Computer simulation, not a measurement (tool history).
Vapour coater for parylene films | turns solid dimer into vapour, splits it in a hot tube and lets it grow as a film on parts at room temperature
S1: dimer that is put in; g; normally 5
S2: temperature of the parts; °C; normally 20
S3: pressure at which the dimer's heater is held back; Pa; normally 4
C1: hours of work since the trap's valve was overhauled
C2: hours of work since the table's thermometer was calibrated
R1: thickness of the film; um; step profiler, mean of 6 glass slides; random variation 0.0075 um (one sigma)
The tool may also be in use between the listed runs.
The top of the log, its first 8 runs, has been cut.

| run | hour | S1 | S2 | S3 | C1 | C2 | R1 |
|---|---|---|---|---|---|---|---|
| 9 | 228.3 | 5 | 20 | 4 | 258 | 534 | 1.654 |
| 10 | 249.6 | 5 | 20 | 4 | 269 | 546 | 1.646 |
|  | 291.7 | trap's valve overhauled |
| 11 | 298.3 | 5 | 20 | 4 | 4 | 570 | 1.749 |
| 12 | 326.9 | 5 | 20 | 4 | 19 | 585 | 1.743 |
| 13 | 356.4 | 2 | 20 | 4 | 35 | 601 | 0.686 |
| 14 | 395.8 | 4 | 20 | 4 | 56 | 623 | 1.376 |
| 15 | 433.4 | 4 | 20 | 4 | 76 | 643 | 1.366 |
| 16 | 470.8 | 4 | 20 | 4 | 97 | 663 | 1.372 |
| 17 | 492.9 | 3 | 30 | 4 | 109 | 675 | 0.714 |
| 18 | 511.7 | 8 | 29 | 9.63 | 119 | 685 | 1.664 |
|  | 516.8 | table's thermometer calibrated |
| 19 | 544.4 | 8 | 29 | 9.63 | 136 | 15 | 1.638 |
| 20 | 589.8 | 5 | 24 | 3.73 | 160 | 39 | 1.487 |
| 21 | 618.3 | 7 | 25 | 3.21 | 176 | 55 | 2.052 |
| 22 | 659.1 | 7 | 25 | 3.21 | 198 | 77 | 2.04 |
| 23 | 679.1 | 6 | 18 | 3.15 | 208 | 88 | 2.263 |
| 24 | 699.6 | 4 | 14 | 2.25 | 220 | 99 | 1.691 |
| 25 | 730.1 | 4 | 14 | 2.25 | 236 | 115 | 1.68 |
|  | 762.1 | table's thermometer calibrated, once more |
| 26 | 773.6 | 4 | 14 | 2.25 | 259 | 6 | 1.676 |
| 27 | 805.4 | 4 | 13 | 5.95 | 276 | 23 | 1.579 |
|  | 833.2 | trap's valve overhauled |
| 28 | 841.7 | 4 | 13 | 5.95 | 5 | 41 | 1.675 |
| 29 | 884.5 | 5 | 20 | 7.22 | 28 | 64 | 1.538 |
| 30 | 923.5 | 5 | 20 | 7.22 | 49 | 85 | 1.55 |
| 31 | 965.8 | 5 | 20 | 7.22 | 72 | 108 | 1.527 |
| 32 | 996.9 | 5 | 20 | 7.22 | 88 | 125 | 1.535 |

Consider 5 possible next runs. They are alternatives, not a sequence: every one starts from the tool as it was left by run 32. What does each give?
| A | 1020.6 | 5 | 23 | 7.22 | 101 | 137 | ? |
| B | 1020.6 | 2 | 29 | 4.23 | 101 | 137 | ? |
| C | 1020.6 | 5 | 29 | 5.84 | 101 | 137 | ? |
| D | 1020.6 | 2 | 17 | 2.42 | 101 | 137 | ? |
| E | 1020.6 | 2 | 20 | 3.43 | 101 | 137 | ? |

| run | R1 |
|---|---|
| A | 1.361 |
| B | 0.471 |
| C | 1.14 |
| D | 0.846 |
| E | 0.704 |
The same runs, with their run-to-run variation unchanged, on a tool lacking any hidden condition would have given:
| run | R1 |
|---|---|
| A | 1.405 |
| B | 0.486 |
| C | 1.177 |
| D | 0.873 |
| E | 0.727 |
